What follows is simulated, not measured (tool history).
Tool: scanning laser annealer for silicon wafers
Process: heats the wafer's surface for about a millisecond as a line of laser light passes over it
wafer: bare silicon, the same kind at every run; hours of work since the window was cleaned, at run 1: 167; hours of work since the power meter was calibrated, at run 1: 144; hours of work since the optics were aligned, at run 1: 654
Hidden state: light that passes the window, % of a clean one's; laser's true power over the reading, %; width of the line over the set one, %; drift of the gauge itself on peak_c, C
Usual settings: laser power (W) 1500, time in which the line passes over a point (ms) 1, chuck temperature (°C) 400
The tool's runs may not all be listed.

| run | day | laser power (W) | time in which the line passes over a point (ms) | chuck temperature (°C) | hours of work since the window was cleaned | hours of work since the power meter was calibrated | hours of work since the optics were aligned | highest temperature of the surface (°C) |
|---|---|---|---|---|---|---|---|---|
| 1 | 0 | 1500 | 1 | 400 | 167 | 144 | 654 | 1091 |
| 2 | 0.308 | 1500 | 1 | 400 | 170 | 147 | 658 | 1086 |
| 3 | 0.675 | 1500 | 1 | 400 | 175 | 152 | 662 | 1084 |
| 4 | 0.967 | 1500 | 1 | 400 | 178 | 155 | 666 | 1085 |
| 5 | 1.267 | 1500 | 1 | 400 | 182 | 159 | 669 | 1087 |
| 6 | 1.475 | 1500 | 1 | 375 | 185 | 162 | 672 | 1061 |
| 7 | 1.696 | 1500 | 1 | 375 | 187 | 164 | 675 | 1065 |
| 8 | 2.038 | 1500 | 1 | 375 | 191 | 168 | 679 | 1061 |
| 9 | 2.288 | 1500 | 1.11 | 376 | 195 | 171 | 682 | 1100 |
| 10 | 2.633 | 1500 | 1.11 | 376 | 199 | 176 | 686 | 1098 |
| 11 | 2.933 | 1412 | 1 | 400 | 202 | 179 | 690 | 1045 |
| 12 | 3.292 | 1506 | 0.71 | 400 | 207 | 184 | 694 | 979 |
| 13 | 3.454 | 1500 | 1.01 | 423 | 209 | 186 | 696 | 1112 |
| 14 | 3.612 | 1500 | 1.01 | 423 | 211 | 188 | 698 | 1111 |

Forecast each of these 5 alternatives for the next run:
| A | 3.946 | 1450 | 1 | 428 | 215 | 192 | 702 | ? |
| B | 3.946 | 1500 | 0.93 | 365 | 215 | 192 | 702 | ? |
| C | 3.946 | 1500 | 1 | 435 | 215 | 192 | 702 | ? |
| D | 3.946 | 1338 | 0.74 | 400 | 215 | 192 | 702 | ? |
| E | 3.946 | 1500 | 0.84 | 400 | 215 | 192 | 702 | ? |

| run | highest temperature of the surface (°C) |
|---|---|
| A | 1092 |
| B | 1023 |
| C | 1123 |
| D | 920 |
| E | 1026 |
Without the tool's hidden state the same runs would have given:
| run | highest temperature of the surface (°C) |
|---|---|
| A | 1114 |
| B | 1045 |
| C | 1146 |
| D | 938 |
| E | 1047 |
